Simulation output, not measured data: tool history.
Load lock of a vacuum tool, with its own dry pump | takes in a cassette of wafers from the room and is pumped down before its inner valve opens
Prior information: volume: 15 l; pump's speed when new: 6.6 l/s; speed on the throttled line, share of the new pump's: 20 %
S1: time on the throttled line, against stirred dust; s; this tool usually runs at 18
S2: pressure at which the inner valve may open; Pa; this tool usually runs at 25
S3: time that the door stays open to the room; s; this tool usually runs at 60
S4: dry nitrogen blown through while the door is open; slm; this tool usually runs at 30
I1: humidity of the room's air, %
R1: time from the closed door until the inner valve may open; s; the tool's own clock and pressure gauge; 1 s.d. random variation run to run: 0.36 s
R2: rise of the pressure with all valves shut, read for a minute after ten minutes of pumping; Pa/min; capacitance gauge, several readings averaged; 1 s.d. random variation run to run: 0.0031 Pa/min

run 1 hour=0 | S1=18 S2=25 S3=60 S4=30 | I1=40.3 | R1=35.3 R2=0.198
run 2 hour=229.9 | S1=18 S2=25 S3=60 S4=31 | I1=43.1 | R1=36.4 R2=0.2
run 3 hour=578 | S1=19 S2=25 S3=60 S4=30 | I1=45 | R1=36.3 R2=0.221
run 4 hour=831.4 | S1=18 S2=18 S3=60 S4=30 | I1=44.5 | R1=36.7 R2=0.22
run 5 hour=1083.8 | S1=18 S2=18 S3=60 S4=30 | I1=48.4 | R1=37.2 R2=0.229
run 6 hour=1447.7 | S1=18 S2=39 S3=60 S4=30 | I1=42.9 | R1=34.3 R2=0.227
run 7 hour=1806.4 | S1=18 S2=25 S3=182 S4=30 | I1=43.3 | R1=36.2 R2=0.288
run 8 hour=2016.4 | S1=18 S2=25 S3=60 S4=6 | I1=42.5 | R1=36 R2=0.273
run 9 hour=2432 | S1=18 S2=25 S3=60 S4=6 | I1=44.1 | R1=35.9 R2=0.277
run 10 hour=2728 | S1=18 S2=25 S3=61 S4=30 | I1=44.9 | R1=36.7 R2=0.26
run 11 hour=3157.3 | S1=18 S2=25 S3=61 S4=30 | I1=46.2 | R1=35.7 R2=0.283
run 12 hour=3546.7 | S1=18 S2=25 S3=61 S4=30 | I1=43.9 | R1=36.2 R2=0.285
run 13 hour=4040.2 | S1=18 S2=25 S3=61 S4=30 | I1=43.2 | R1=36.2 R2=0.298
run 14 hour=4383.9 | S1=18 S2=25 S3=61 S4=30 | I1=46.4 | R1=36.9 R2=0.318
run 15 hour=4597.2 | S1=18 S2=48 S3=60 S4=30 | I1=44.7 | R1=34.9 R2=0.314
run 16 hour=4886.6 | S1=18 S2=48 S3=60 S4=30 | I1=47.9 | R1=34.9 R2=0.325
run 17 hour=5188.5 | S1=36 S2=48 S3=154 S4=33 | I1=39.9 | R1=49.4 R2=0.348
run 18 hour=5505.6 | S1=36 S2=48 S3=154 S4=33 | I1=41.7 | R1=49.1 R2=0.363
run 19 hour=5951.2 | S1=36 S2=48 S3=154 S4=33 | I1=45.2 | R1=49 R2=0.387
run 20 hour=6456.3 | S1=36 S2=48 S3=154 S4=33 | I1=44.7 | R1=49 R2=0.405
run 21 hour=6857.1 | S1=36 S2=48 S3=154 S4=33 | I1=47.3 | R1=48.5 R2=0.409
run 22 hour=7301.3 | S1=36 S2=26 S3=151 S4=33 | I1=44.7 | R1=51.6 R2=0.436
run 23 hour=7623.9 | S1=36 S2=26 S3=151 S4=33 | I1=49.1 | R1=51.1 R2=0.448
run 24 hour=7959.9 | S1=36 S2=26 S3=151 S4=33 | I1=45 | R1=51.8 R2=0.443
run 25 hour=8432 | S1=14 S2=22 S3=108 S4=30 | I1=41.6 | R1=35.5 R2=0.447
run 26 hour=8862.5 | S1=25 S2=22 S3=54 S4=30 | I1=43.5 | R1=44.1 R2=0.454
run 27 hour=9288.6 | S1=35 S2=25 S3=27 S4=27 | I1=42.1 | R1=51.6 R2=0.456
run 28 hour=9631 | S1=9 S2=25 S3=57 S4=20 | I1=43.6 | R1=31.7 R2=0.496
run 29 hour=10028.8 | S1=9 S2=25 S3=57 S4=20 | I1=45.5 | R1=32.4 R2=0.498
run 30 hour=10274.1 | S1=9 S2=25 S3=215 S4=6 | I1=48.6 | R1=32.7 R2=0.621

Predict each of these 3 candidate next runs independently; none follows another, all start after run 30:
-- hour=10379 dry pump taken out, an overhauled one fitted
-- hour=10679 door's seal changed, seat wiped
run A hour=10798.8 | S1=16 S2=25 S3=215 S4=38 | I1=46.7 | R1=? R2=?
-- hour=10379 dry pump taken out, an overhauled one fitted
-- hour=10679 door's seal changed, seat wiped
run B hour=10798.8 | S1=21 S2=25 S3=215 S4=6 | I1=48 | R1=? R2=?
-- hour=10379 dry pump taken out, an overhauled one fitted
-- hour=10679 door's seal changed, seat wiped
run C hour=10798.8 | S1=9 S2=25 S3=94 S4=41 | I1=46.9 | R1=? R2=?

run=A R1=32 R2=0.103
run=B R1=36.1 R2=0.182
run=C R1=25.9 R2=0.076
With the hidden condition removed and each run's random variation left untouched, the same runs would have given:
run=A R1=32 R2=0.098
run=B R1=36.1 R2=0.177
run=C R1=25.9 R2=0.071
